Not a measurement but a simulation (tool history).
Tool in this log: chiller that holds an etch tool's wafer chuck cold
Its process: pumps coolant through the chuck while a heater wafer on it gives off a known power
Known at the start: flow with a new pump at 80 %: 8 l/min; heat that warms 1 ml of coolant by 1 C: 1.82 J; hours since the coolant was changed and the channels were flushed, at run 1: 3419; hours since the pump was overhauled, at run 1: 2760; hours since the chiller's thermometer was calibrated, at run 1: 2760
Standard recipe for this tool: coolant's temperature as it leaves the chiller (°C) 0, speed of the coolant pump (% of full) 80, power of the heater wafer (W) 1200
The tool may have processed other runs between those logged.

run,hour,coolant's temperature as it leaves the chiller (°C),speed of the coolant pump (% of full),power of the heater wafer (W),hours since the coolant was changed and the channels were flushed,hours since the pump was overhauled,hours since the chiller's thermometer was calibrated,chuck's temperature once it has settled (°C),how much warmer the coolant comes back (C)
1,0.0,0,80,1200,3419,2760,2760,13.6,4.97
2,102.5,0,80,1488,3522,2863,2863,17.2,6.10
3,182.6,0,80,1488,3602,2943,2943,17.1,6.06
4,308.6,0,80,1200,3728,3069,3069,13.6,4.86
5,415.3,0,80,1200,3834,3175,3175,13.7,4.85
6,538.8,0,80,1200,3958,3299,3299,13.8,4.82
# hour 592.0: coolant changed, channels flushed
7,632.2,0,80,1200,40,3386,3386,13.8,4.77
8,744.5,0,80,1200,152,3499,3499,13.7,4.76
9,812.4,0,89,1200,220,3567,3567,12.8,4.23
10,971.5,0,80,1428,380,3726,3726,16.4,5.68
11,1127.5,0,75,1200,535,3882,3882,14.2,5.04
12,1266.4,0,94,1093,674,4021,4021,11.0,3.49
13,1420.7,0,68,1093,829,4175,4175,14.1,5.00
14,1532.7,-6,66,881,941,4287,4287,5.6,4.06
15,1660.9,-3,91,695,1069,4415,4415,4.3,2.12

Consider 3 possible next runs. They are alternatives, not a sequence: every one starts from the tool as it was left by run 15. What does each give?
# hour 1776.7: gauge calibrated
A,1776.7,-3,91,1035,1185,4531,4531,?,?
# hour 1776.7: gauge calibrated
B,1776.7,-2,80,1226,1185,4531,4531,?,?
# hour 1776.7: gauge calibrated
C,1776.7,6,66,763,1185,4531,4531,?,?

run,chuck's temperature once it has settled (°C),how much warmer the coolant comes back (C)
A,7.8,3.74
B,11.9,5.07
C,15.9,3.82
Had the tool no hidden state, the same runs would have come out as:
run,chuck's temperature once it has settled (°C),how much warmer the coolant comes back (C)
A,7.8,3.73
B,11.9,5.07
C,15.9,3.82

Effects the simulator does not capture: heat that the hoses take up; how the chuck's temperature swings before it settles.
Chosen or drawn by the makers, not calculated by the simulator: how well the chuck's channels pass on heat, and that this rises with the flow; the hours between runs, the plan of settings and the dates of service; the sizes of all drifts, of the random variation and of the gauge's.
